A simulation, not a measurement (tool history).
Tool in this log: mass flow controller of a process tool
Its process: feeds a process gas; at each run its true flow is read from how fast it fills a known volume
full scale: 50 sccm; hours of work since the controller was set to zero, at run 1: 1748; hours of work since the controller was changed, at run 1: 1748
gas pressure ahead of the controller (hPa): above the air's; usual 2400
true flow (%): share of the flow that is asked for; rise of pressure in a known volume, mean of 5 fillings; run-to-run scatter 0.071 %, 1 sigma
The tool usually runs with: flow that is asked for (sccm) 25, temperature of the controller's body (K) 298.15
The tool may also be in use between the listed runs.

run	hour	flow that is asked for (sccm)	gas pressure ahead of the controller (hPa)	temperature of the controller's body (K)	hours of work since the controller was set to zero	hours of work since the controller was changed	true flow (%)
1	0	25	2400	298.15	1748	1748	99.4
2	78.7	25	2020	298.15	1784	1784	99.55
3	173.2	25	1460	298.15	1826	1826	99.51
4	250.2	25	2400	298.15	1861	1861	99.51
5	359.5	25	1850	298.15	1911	1911	99.64
6	452.1	25	2400	298.15	1952	1952	99.5
7	561	25	2400	298.15	2002	2002	99.59
8	656.9	25	2400	298.15	2045	2045	99.44
9	781.9	25	2400	299.15	2101	2101	99.49
10	895.6	25	2400	298.15	2153	2153	99.37
11	966.1	25	2400	298.15	2185	2185	99.43
12	1074.9	25	2400	298.15	2234	2234	99.44
13	1201.6	25	2400	298.15	2291	2291	99.5
14	1275.1	25	2400	298.15	2324	2324	99.5
15	1393.4	25	2400	298.15	2377	2377	99.41
16	1498	25	2400	298.15	2425	2425	99.42
17	1579.6	25	2400	298.15	2462	2462	99.3
18	1710.2	25	1440	298.15	2521	2521	99.59
19	1767	16	1440	305.15	2546	2546	99.98
20	1820.2	6	2070	299.15	2570	2570	99.27
21	1937.9	47	1750	300.15	2623	2623	100.19
22	2011.3	47	1750	300.15	2656	2656	100.17
23	2069.3	25	1860	307.15	2683	2683	100.33
24	2179.9	37	2600	301.15	2733	2733	99.95
25	2248.4	37	1490	298.15	2764	2764	99.87
26	2340.9	37	1490	299.15	2805	2805	99.77
27	2406.3	37	1490	299.15	2835	2835	99.9
28	2499.6	11	1520	299.15	2877	2877	99.42

For run 29, what comes out?
29	2609.5	25	1650	304.15	2927	2927	?

true flow (%): 100.06
Minus the tool's unlogged condition, the same run would have read true flow (%) 100.07.
